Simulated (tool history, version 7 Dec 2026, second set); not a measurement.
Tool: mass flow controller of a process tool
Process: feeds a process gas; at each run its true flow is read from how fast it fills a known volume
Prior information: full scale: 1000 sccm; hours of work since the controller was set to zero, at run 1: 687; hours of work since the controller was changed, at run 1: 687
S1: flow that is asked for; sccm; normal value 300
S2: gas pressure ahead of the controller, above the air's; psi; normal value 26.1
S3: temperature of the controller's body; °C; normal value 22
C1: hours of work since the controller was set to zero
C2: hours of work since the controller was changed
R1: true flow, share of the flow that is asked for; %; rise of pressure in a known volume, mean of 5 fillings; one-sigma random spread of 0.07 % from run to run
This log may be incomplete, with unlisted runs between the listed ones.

run	hour	S1	S2	S3	C1	C2	R1
1	0.0	300	26.1	22	687	687	97.65
2	63.0	300	26.1	22	706	706	97.65
3	142.2	475	26.1	22	731	731	98.19
4	212.3	475	26.1	22	752	752	98.22
5	310.4	300	26.1	22	783	783	97.56
6	424.5	300	26.1	22	818	818	97.48
7	517.0	300	26.1	22	846	846	97.57
8	643.8	300	26.1	22	886	886	97.54
9	738.3	300	26.1	22	915	915	97.51
10	829.8	300	26.1	35	943	943	98.27
11	939.7	300	26.1	35	977	977	98.09
12	1047.1	300	26.1	25	1010	1010	97.52
13	1144.9	703	26.1	30	1040	1040	99.18
14	1204.0	197	40.5	24	1058	1058	96.16
15	1296.8	695	40.5	24	1087	1087	97.86
16	1352.0	837	34.8	24	1104	1104	98.60
17	1449.3	837	34.8	24	1134	1134	98.59
18	1542.7	446	33.5	28	1163	1163	97.75
19	1656.8	446	33.5	28	1198	1198	97.82
20	1779.8	418	33.5	20	1236	1236	97.31
21	1839.8	174	38.6	22	1255	1255	95.76
22	1918.6	174	38.6	22	1279	1279	95.72
23	1971.6	300	26.1	34	1295	1295	97.96

Each row is a separate what-if for the run after 23, all from the same tool condition, not one after another. Results?
A	2048.0	300	25.1	28	1319	1319	?
B	2048.0	702	26.1	34	1319	1319	?
C	2048.0	693	24.2	34	1319	1319	?
D	2048.0	529	26.1	22	1319	1319	?

run	R1
A	97.60
B	99.22
C	99.22
D	98.01
Stripped of hidden state, with their random variation kept, the same runs would have yielded:
run	R1
A	98.96
B	100.09
C	100.09
D	99.00
